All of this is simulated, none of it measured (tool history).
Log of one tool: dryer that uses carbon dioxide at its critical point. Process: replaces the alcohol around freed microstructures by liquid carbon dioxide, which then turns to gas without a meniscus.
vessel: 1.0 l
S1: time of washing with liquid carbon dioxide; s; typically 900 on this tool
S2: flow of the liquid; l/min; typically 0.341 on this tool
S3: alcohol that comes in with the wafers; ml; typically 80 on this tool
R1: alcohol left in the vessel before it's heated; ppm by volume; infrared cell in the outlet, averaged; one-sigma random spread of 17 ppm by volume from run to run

{"run": 1, "hour": 0.0, "S1": 900, "S2": 0.341, "S3": 80, "R1": 1361}
{"run": 2, "hour": 25.6, "S1": 900, "S2": 0.341, "S3": 80, "R1": 1411}
{"run": 3, "hour": 64.1, "S1": 900, "S2": 0.305, "S3": 80, "R1": 2264}
{"run": 4, "hour": 92.0, "S1": 900, "S2": 0.305, "S3": 80, "R1": 2283}
{"run": 5, "hour": 131.0, "S1": 900, "S2": 0.305, "S3": 80, "R1": 2318}
{"hour": 160.1, "done": "inlet filter changed"}
{"run": 6, "hour": 172.9, "S1": 900, "S2": 0.341, "S3": 80, "R1": 1158}
{"run": 7, "hour": 198.4, "S1": 900, "S2": 0.341, "S3": 80, "R1": 1223}
{"run": 8, "hour": 239.3, "S1": 900, "S2": 0.341, "S3": 80, "R1": 1294}
{"run": 9, "hour": 273.6, "S1": 1020, "S2": 0.341, "S3": 80, "R1": 806}
{"run": 10, "hour": 299.1, "S1": 900, "S2": 0.341, "S3": 80, "R1": 1332}
{"run": 11, "hour": 321.8, "S1": 900, "S2": 0.249, "S3": 80, "R1": 4002}
{"run": 12, "hour": 348.4, "S1": 900, "S2": 0.249, "S3": 80, "R1": 4057}
{"run": 13, "hour": 378.5, "S1": 900, "S2": 0.249, "S3": 117, "R1": 6085}
{"run": 14, "hour": 417.8, "S1": 900, "S2": 0.249, "S3": 117, "R1": 6283}
{"run": 15, "hour": 441.1, "S1": 900, "S2": 0.341, "S3": 80, "R1": 1550}
{"hour": 473.9, "done": "inlet filter changed"}
{"run": 16, "hour": 481.3, "S1": 720, "S2": 0.227, "S3": 80, "R1": 8450}
{"run": 17, "hour": 515.4, "S1": 720, "S2": 0.227, "S3": 80, "R1": 8536}
{"run": 18, "hour": 560.2, "S1": 900, "S2": 0.341, "S3": 44, "R1": 788}
{"run": 19, "hour": 587.6, "S1": 900, "S2": 0.341, "S3": 44, "R1": 832}
{"run": 20, "hour": 632.0, "S1": 900, "S2": 0.341, "S3": 44, "R1": 856}
{"run": 21, "hour": 650.4, "S1": 900, "S2": 0.341, "S3": 44, "R1": 878}
{"run": 22, "hour": 687.5, "S1": 840, "S2": 0.336, "S3": 100, "R1": 2579}

Run 23, settings as shown, results not yet in. Your forecast:
{"run": 23, "hour": 722.9, "S1": 900, "S2": 0.341, "S3": 85, "R1": "?"}

R1: 1732 ppm by volume
On a tool with no hidden condition, and with the same random variation, this run would have come out at R1 1136 ppm by volume.
